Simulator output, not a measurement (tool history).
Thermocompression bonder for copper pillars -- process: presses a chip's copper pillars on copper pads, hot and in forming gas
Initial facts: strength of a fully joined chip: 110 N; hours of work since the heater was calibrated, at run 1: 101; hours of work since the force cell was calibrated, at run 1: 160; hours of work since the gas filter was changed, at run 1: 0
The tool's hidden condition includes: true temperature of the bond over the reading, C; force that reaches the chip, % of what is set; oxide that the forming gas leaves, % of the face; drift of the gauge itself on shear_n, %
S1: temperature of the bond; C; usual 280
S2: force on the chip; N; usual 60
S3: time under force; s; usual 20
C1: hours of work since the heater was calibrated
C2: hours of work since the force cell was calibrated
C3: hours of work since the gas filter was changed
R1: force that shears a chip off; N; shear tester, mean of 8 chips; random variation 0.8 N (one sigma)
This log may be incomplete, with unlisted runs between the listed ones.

run 1 hour=0.0 | S1=280 S2=60 S3=20 | C1=101 C2=160 C3=0 | R1=67.7
run 2 hour=24.7 | S1=280 S2=60 S3=19 | C1=119 C2=178 C3=18 | R1=67.1
run 3 hour=46.4 | S1=261 S2=60 S3=19 | C1=135 C2=194 C3=34 | R1=52.2
run 4 hour=59.6 | S1=261 S2=60 S3=19 | C1=145 C2=203 C3=43 | R1=50.5
run 5 hour=80.4 | S1=261 S2=60 S3=19 | C1=160 C2=218 C3=58 | R1=50.1
run 6 hour=93.3 | S1=280 S2=60 S3=20 | C1=169 C2=228 C3=68 | R1=67.0
run 7 hour=115.6 | S1=280 S2=60 S3=20 | C1=185 C2=244 C3=84 | R1=63.6
run 8 hour=134.1 | S1=280 S2=60 S3=20 | C1=199 C2=257 C3=97 | R1=62.8
run 9 hour=150.7 | S1=280 S2=60 S3=20 | C1=211 C2=269 C3=109 | R1=62.8
-- hour=175.5 forming gas filter changed
run 10 hour=178.7 | S1=280 S2=60 S3=20 | C1=231 C2=289 C3=2 | R1=69.2
run 11 hour=205.0 | S1=280 S2=60 S3=30 | C1=250 C2=308 C3=21 | R1=74.1
run 12 hour=221.7 | S1=280 S2=60 S3=20 | C1=262 C2=320 C3=34 | R1=69.9
run 13 hour=249.6 | S1=280 S2=42 S3=20 | C1=282 C2=341 C3=54 | R1=57.5
run 14 hour=261.0 | S1=280 S2=60 S3=20 | C1=290 C2=349 C3=62 | R1=67.3
run 15 hour=286.3 | S1=280 S2=60 S3=14 | C1=308 C2=367 C3=80 | R1=59.5
run 16 hour=307.4 | S1=280 S2=60 S3=14 | C1=324 C2=382 C3=96 | R1=58.0
run 17 hour=330.9 | S1=265 S2=60 S3=20 | C1=341 C2=399 C3=113 | R1=54.1
run 18 hour=347.7 | S1=265 S2=60 S3=20 | C1=353 C2=412 C3=125 | R1=53.2
-- hour=351.7 forming gas filter changed
run 19 hour=359.9 | S1=280 S2=64 S3=20 | C1=361 C2=420 C3=6 | R1=71.1
run 20 hour=374.2 | S1=280 S2=60 S3=14 | C1=372 C2=430 C3=16 | R1=62.3
run 21 hour=388.3 | S1=263 S2=49 S3=20 | C1=382 C2=441 C3=26 | R1=51.2
run 22 hour=406.5 | S1=263 S2=75 S3=13 | C1=395 C2=454 C3=40 | R1=53.8
run 23 hour=428.4 | S1=280 S2=60 S3=30 | C1=411 C2=470 C3=56 | R1=75.1
run 24 hour=449.8 | S1=290 S2=60 S3=20 | C1=427 C2=485 C3=71 | R1=73.9
run 25 hour=473.8 | S1=280 S2=62 S3=22 | C1=444 C2=503 C3=88 | R1=69.8
run 26 hour=498.9 | S1=289 S2=60 S3=20 | C1=462 C2=521 C3=107 | R1=71.9
run 27 hour=521.9 | S1=289 S2=60 S3=20 | C1=479 C2=537 C3=123 | R1=71.2
-- hour=526.6 forming gas filter changed
run 28 hour=535.5 | S1=281 S2=60 S3=33 | C1=488 C2=547 C3=6 | R1=79.8
run 29 hour=547.0 | S1=280 S2=45 S3=27 | C1=497 C2=555 C3=15 | R1=68.8
run 30 hour=568.8 | S1=280 S2=45 S3=27 | C1=512 C2=571 C3=31 | R1=66.3
run 31 hour=595.2 | S1=280 S2=45 S3=27 | C1=532 C2=590 C3=50 | R1=67.0
run 32 hour=620.4 | S1=262 S2=60 S3=11 | C1=550 C2=608 C3=68 | R1=43.6
run 33 hour=646.7 | S1=280 S2=60 S3=17 | C1=569 C2=627 C3=87 | R1=64.0
run 34 hour=660.6 | S1=280 S2=36 S3=24 | C1=579 C2=638 C3=97 | R1=56.2
run 35 hour=673.5 | S1=282 S2=84 S3=48 | C1=588 C2=647 C3=106 | R1=89.4
run 36 hour=698.8 | S1=282 S2=39 S3=48 | C1=607 C2=665 C3=125 | R1=70.0
-- hour=701.8 forming gas filter changed
run 37 hour=719.3 | S1=282 S2=39 S3=48 | C1=621 C2=680 C3=13 | R1=77.6
run 38 hour=743.4 | S1=310 S2=39 S3=48 | C1=639 C2=697 C3=30 | R1=92.3
run 39 hour=755.1 | S1=257 S2=55 S3=18 | C1=647 C2=706 C3=39 | R1=49.6

Describe how what the log doesn't record of the tool's condition differs between the last listed run preceding each entry between runs and the first listed run following it.
Runs 9 to 10: forming gas filter changed (hour 175.5)
  true temperature of the bond over the reading, C: 4.3 -> 4.7; force that reaches the chip, % of what is set: 98.1 -> 98; oxide that the forming gas leaves, % of the face: 8.42 -> 0.71
  what was measured, less what the result would be without the hidden state, R1: -2.9 -> +2.7 N
Runs 18 to 19: forming gas filter changed (hour 351.7)
  true temperature of the bond over the reading, C: 6.6 -> 6.7; force that reaches the chip, % of what is set: 97.2 -> 97.1; oxide that the forming gas leaves, % of the face: 10.02 -> 1.01
  what was measured, less what the result would be without the hidden state, R1: -1.6 -> +3.6 N
Runs 27 to 28: forming gas filter changed (hour 526.6)
  true temperature of the bond over the reading, C: 8.6 -> 8.7; force that reaches the chip, % of what is set: 96.4 -> 96.3; oxide that the forming gas leaves, % of the face: 9.57 -> 1.18
  what was measured, less what the result would be without the hidden state, R1: -2.1 -> +4.5 N
Runs 36 to 37: forming gas filter changed (hour 701.8)
  true temperature of the bond over the reading, C: 10.5 -> 10.8; force that reaches the chip, % of what is set: 95.6 -> 95.5; oxide that the forming gas leaves, % of the face: 10.22 -> 1.54
  what was measured, less what the result would be without the hidden state, R1: -1.5 -> +5.4 N
